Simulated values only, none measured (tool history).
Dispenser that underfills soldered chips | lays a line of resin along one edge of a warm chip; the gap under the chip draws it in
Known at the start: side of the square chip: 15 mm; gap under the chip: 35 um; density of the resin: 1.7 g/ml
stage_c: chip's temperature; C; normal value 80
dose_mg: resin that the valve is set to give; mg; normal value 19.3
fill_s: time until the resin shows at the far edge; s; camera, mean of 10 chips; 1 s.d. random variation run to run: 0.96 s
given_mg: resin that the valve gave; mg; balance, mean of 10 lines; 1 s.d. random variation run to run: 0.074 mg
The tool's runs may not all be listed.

run,hour,stage_c,dose_mg,fill_s,given_mg
1,0,80,19.3,114.5,18.96
2,4.5,80,19.3,134.9,18.97
# hour 10.2: dispensing valve cleaned and set on the balance
# hour 11.5: new syringe of resin
3,14.8,80,19.3,96.1,19.32
4,23.8,80,19.3,133,19.15
# hour 29.9: new syringe of resin
5,32,80,19,91.5,18.87
6,36.9,80,19.3,109.7,19.18
7,47.7,80,19.3,157.1,19.04
# hour 48.8: new syringe of resin
8,55,80,17.4,108.7,17.27
9,63.8,80,19.3,143.4,18.99
# hour 67.4: new syringe of resin
10,68.7,80,19.3,91.2,18.88
11,77.1,80,19.3,124,18.98
# hour 84.2: dispensing valve cleaned and set on the balance
12,84.2,80,19.3,149.9,19.3
# hour 87.3: new syringe of resin
13,95.4,80,19.3,113.9,19.21
14,101.2,72,19.3,176.5,19.32
# hour 106: new syringe of resin
15,112.1,72,19.3,134.5,19.13
16,117.5,80,19.3,125.5,19.06
17,123.2,80,18.3,155.2,18.11
# hour 125.3: new syringe of resin
18,129.4,80,18.3,100.5,18.06
19,139,80,18.7,141.6,18.38
# hour 143.7: new syringe of resin
20,148.8,80,18.7,103.7,18.23
21,155.2,83,24.1,112.2,23.74
# hour 158.6: dispensing valve cleaned and set on the balance
# hour 163.5: new syringe of resin
22,164.8,82,20.7,87.2,20.65

Run 23 has not been measured yet. What should we expect?
23,175.8,82,20.7,?,?

fill_s: 124 s
given_mg: 20.54 mg
Without the tool's hidden state the same run would have given fill_s 85 s, given_mg 20.64 mg.
